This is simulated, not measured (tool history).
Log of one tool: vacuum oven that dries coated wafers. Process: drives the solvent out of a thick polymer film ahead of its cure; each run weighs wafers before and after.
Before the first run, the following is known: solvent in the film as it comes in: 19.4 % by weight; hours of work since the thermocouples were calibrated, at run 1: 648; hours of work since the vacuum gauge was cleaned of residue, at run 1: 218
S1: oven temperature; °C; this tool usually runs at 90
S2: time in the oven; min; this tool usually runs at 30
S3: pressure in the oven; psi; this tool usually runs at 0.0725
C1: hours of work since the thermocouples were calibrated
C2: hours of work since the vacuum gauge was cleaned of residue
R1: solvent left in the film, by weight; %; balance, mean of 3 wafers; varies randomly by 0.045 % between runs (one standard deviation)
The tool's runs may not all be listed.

run	hour	S1	S2	S3	C1	C2	R1
1	0	90	30	0.0725	648	218	1.6
2	17	90	30	0.0725	654	225	1.51
3	30.7	90	30	0.0725	660	230	1.56
4	40.6	90	54	0.0725	664	234	0.51
5	52.3	86	30	0.0725	669	239	2.78
6	71.7	89	30	0.0725	677	247	1.87
7	89.9	89	30	0.0725	684	254	1.81
8	106.8	90	50	0.0725	691	261	0.63
9	120.8	90	50	0.0725	696	267	0.6
10	134.5	90	50	0.0725	702	272	0.62
11	144.3	90	50	0.0725	706	276	0.56
12	163.1	90	52	0.0725	713	284	0.65
13	181.9	90	52	0.0725	721	291	0.48
14	190.8	90	52	0.0725	724	295	0.61
15	205.7	90	52	0.0725	730	301	0.56
16	216	93	17	0.1933	735	305	3.34
17	231	81	36	0.0725	741	311	3.93
# hour 234.1: vacuum gauge cleaned of residue and calibrated
18	248.3	82	18	0.0725	747	6	7.29
19	257.9	79	28	0.0368	751	10	6.23
20	271.3	94	36	0.0801	756	15	0.67
21	281.1	84	27	0.1478	760	19	4.54
22	298.6	103	30	0.1284	767	26	0.43
23	311.6	90	50	0.0551	772	31	0.6
# hour 318: vacuum gauge cleaned of residue and calibrated, once more
24	330.1	90	50	0.0551	779	5	0.54
25	339.9	90	50	0.0551	783	9	0.47
26	356.1	85	40	0.1408	790	15	2.3
27	365.5	77	22	0.2653	793	19	9.07
28	374	77	22	0.2653	797	23	9.25
29	391.5	79	32	0.0424	804	30	5.23
30	401.3	90	30	0.0637	808	34	1.58

Subtracting, for every run, the result it would have given without the tool's unlogged condition from the measured result gives the following. The same run-to-run variation enters both numbers; the gauge's scatter may not:
The hidden state here: true wafer temperature over the reading, C; true pressure over the reading, kPa; drift of the gauge itself on solvent_pct, %.
run	R1
1	+0.31
2	+0.32
3	+0.31
4	+0.12
5	+0.45
6	+0.36
7	+0.37
8	+0.14
9	+0.14
10	+0.15
11	+0.14
12	+0.14
13	+0.14
14	+0.15
15	+0.14
16	+0.5
17	+0.62
18	+0.68
19	+0.73
20	+0.19
21	+0.65
22	+0.09
23	+0.19
24	+0.11
25	+0.11
26	+0.4
27	+0.62
28	+0.64
29	+0.66
30	+0.34
